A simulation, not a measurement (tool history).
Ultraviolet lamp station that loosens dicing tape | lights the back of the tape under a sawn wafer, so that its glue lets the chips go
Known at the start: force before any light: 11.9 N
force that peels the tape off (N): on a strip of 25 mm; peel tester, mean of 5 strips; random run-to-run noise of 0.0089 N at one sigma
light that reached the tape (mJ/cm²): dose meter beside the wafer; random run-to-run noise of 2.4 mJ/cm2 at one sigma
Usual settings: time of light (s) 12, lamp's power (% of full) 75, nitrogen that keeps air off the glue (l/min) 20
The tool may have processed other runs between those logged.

| run | day | time of light (s) | lamp's power (% of full) | nitrogen that keeps air off the glue (l/min) | force that peels the tape off (N) | light that reached the tape (mJ/cm²) |
|---|---|---|---|---|---|---|
| 1 | 0.000 | 12 | 75 | 20 | 0.370 | 248 |
| 2 | 0.838 | 12 | 75 | 20 | 0.370 | 251 |
| 3 | 1.738 | 12 | 80 | 20 | 0.322 | 264 |
| 4 | 3.012 | 12 | 80 | 20 | 0.328 | 265 |
| 5 | 3.721 | 12 | 80 | 20 | 0.299 | 268 |
| 6 | 4.288 | 12 | 80 | 20 | 0.337 | 261 |
| 7 | 5.683 | 12 | 80 | 20 | 0.329 | 265 |
| 8 | 6.775 | 12 | 80 | 20 | 0.330 | 265 |
| 9 | 8.121 | 9 | 75 | 9 | 0.962 | 190 |
| 10 | 8.704 | 12 | 91 | 20 | 0.275 | 302 |
| 11 | 9.350 | 7 | 67 | 20 | 1.450 | 132 |
| 12 | 9.979 | 16 | 67 | 22 | 0.265 | 294 |
| 13 | 11.258 | 7 | 78 | 20 | 1.059 | 150 |
| 14 | 12.233 | 7 | 78 | 20 | 1.039 | 151 |
| 15 | 13.475 | 8 | 75 | 20 | 0.884 | 164 |
| 16 | 14.079 | 8 | 75 | 20 | 0.892 | 163 |

4 options for the next run, each taken on its own from the tool as it stands now. Forecast them:
| A | 15.354 | 12 | 77 | 20 | ? | ? |
| B | 15.354 | 8 | 62 | 20 | ? | ? |
| C | 15.354 | 11 | 68 | 20 | ? | ? |
| D | 15.354 | 8 | 75 | 16 | ? | ? |

| run | force that peels the tape off (N) | light that reached the tape (mJ/cm²) |
|---|---|---|
| A | 0.342 | 252 |
| B | 1.309 | 137 |
| C | 0.531 | 205 |
| D | 0.957 | 163 |
What these runs would have given with no unlogged condition in the tool:
| run | force that peels the tape off (N) | light that reached the tape (mJ/cm²) |
|---|---|---|
| A | 0.340 | 253 |
| B | 1.300 | 137 |
| C | 0.527 | 206 |
| D | 0.950 | 164 |
